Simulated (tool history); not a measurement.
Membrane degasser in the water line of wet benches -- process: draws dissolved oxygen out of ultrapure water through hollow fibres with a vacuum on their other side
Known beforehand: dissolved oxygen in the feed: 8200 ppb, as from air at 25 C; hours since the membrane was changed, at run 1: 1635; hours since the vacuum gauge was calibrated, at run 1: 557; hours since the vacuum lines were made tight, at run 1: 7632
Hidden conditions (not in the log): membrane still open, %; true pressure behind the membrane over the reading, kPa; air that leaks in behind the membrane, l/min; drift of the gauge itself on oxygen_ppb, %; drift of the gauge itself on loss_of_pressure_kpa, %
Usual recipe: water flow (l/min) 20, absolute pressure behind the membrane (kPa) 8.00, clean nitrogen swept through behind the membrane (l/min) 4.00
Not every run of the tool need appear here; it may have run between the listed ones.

| run | hour | water flow (l/min) | absolute pressure behind the membrane (kPa) | clean nitrogen swept through behind the membrane (l/min) | hours since the membrane was changed | hours since the vacuum gauge was calibrated | hours since the vacuum lines were made tight | dissolved oxygen in the water behind the degasser (ppb) | pressure that the water loses in the fibres (kPa) |
|---|---|---|---|---|---|---|---|---|---|
| 1 | 0.0 | 20 | 8.00 | 4.00 | 1635 | 557 | 7632 | 62.5 | 32.79 |
| 2 | 25.3 | 20 | 8.00 | 4.00 | 1660 | 582 | 7658 | 63.0 | 32.69 |
| 3 | 48.0 | 20 | 8.00 | 4.00 | 1683 | 605 | 7680 | 62.2 | 33.03 |
| 4 | 79.0 | 20 | 8.00 | 4.00 | 1714 | 636 | 7711 | 62.0 | 32.97 |
| 5 | 105.6 | 20 | 8.00 | 4.00 | 1741 | 662 | 7738 | 62.5 | 33.17 |
| 6 | 144.5 | 20 | 8.00 | 7.06 | 1780 | 701 | 7777 | 38.0 | 32.91 |
| 7 | 169.4 | 20 | 5.55 | 4.00 | 1805 | 726 | 7802 | 33.8 | 32.98 |
| 8 | 198.9 | 20 | 8.00 | 4.00 | 1834 | 756 | 7831 | 63.5 | 33.11 |
| 9 | 237.9 | 20 | 8.00 | 4.00 | 1873 | 795 | 7870 | 62.4 | 33.04 |
| 10 | 275.2 | 20 | 8.00 | 4.00 | 1910 | 832 | 7908 | 62.8 | 33.08 |
| 11 | 317.7 | 29 | 8.00 | 3.36 | 1953 | 874 | 7950 | 117.4 | 47.78 |
| 12 | 355.9 | 20 | 18.33 | 1.79 | 1991 | 913 | 7988 | 390.7 | 33.38 |
| 13 | 374.6 | 13 | 19.60 | 1.79 | 2010 | 931 | 8007 | 282.7 | 21.08 |
| 14 | 411.8 | 13 | 19.60 | 1.79 | 2047 | 968 | 8044 | 276.0 | 21.72 |
| 15 | 439.8 | 13 | 19.60 | 1.79 | 2075 | 996 | 8072 | 275.6 | 21.43 |

What if the next run were any one of these 4? Each begins from the tool's condition after run 15:
| A | 475.6 | 19 | 12.29 | 2.54 | 2111 | 1032 | 8108 | ? | ? |
| B | 475.6 | 14 | 8.37 | 1.79 | 2111 | 1032 | 8108 | ? | ? |
| C | 475.6 | 20 | 13.93 | 4.00 | 2111 | 1032 | 8108 | ? | ? |
| D | 475.6 | 23 | 8.96 | 1.79 | 2111 | 1032 | 8108 | ? | ? |

| run | dissolved oxygen in the water behind the degasser (ppb) | pressure that the water loses in the fibres (kPa) |
|---|---|---|
| A | 167.5 | 31.31 |
| B | 95.2 | 23.10 |
| C | 131.5 | 33.04 |
| D | 177.1 | 37.67 |
Without the tool's unlogged condition, the same runs would have read:
| run | dissolved oxygen in the water behind the degasser (ppb) | pressure that the water loses in the fibres (kPa) |
|---|---|---|
| A | 167.1 | 31.30 |
| B | 94.9 | 23.09 |
| C | 131.2 | 33.02 |
| D | 176.8 | 37.65 |

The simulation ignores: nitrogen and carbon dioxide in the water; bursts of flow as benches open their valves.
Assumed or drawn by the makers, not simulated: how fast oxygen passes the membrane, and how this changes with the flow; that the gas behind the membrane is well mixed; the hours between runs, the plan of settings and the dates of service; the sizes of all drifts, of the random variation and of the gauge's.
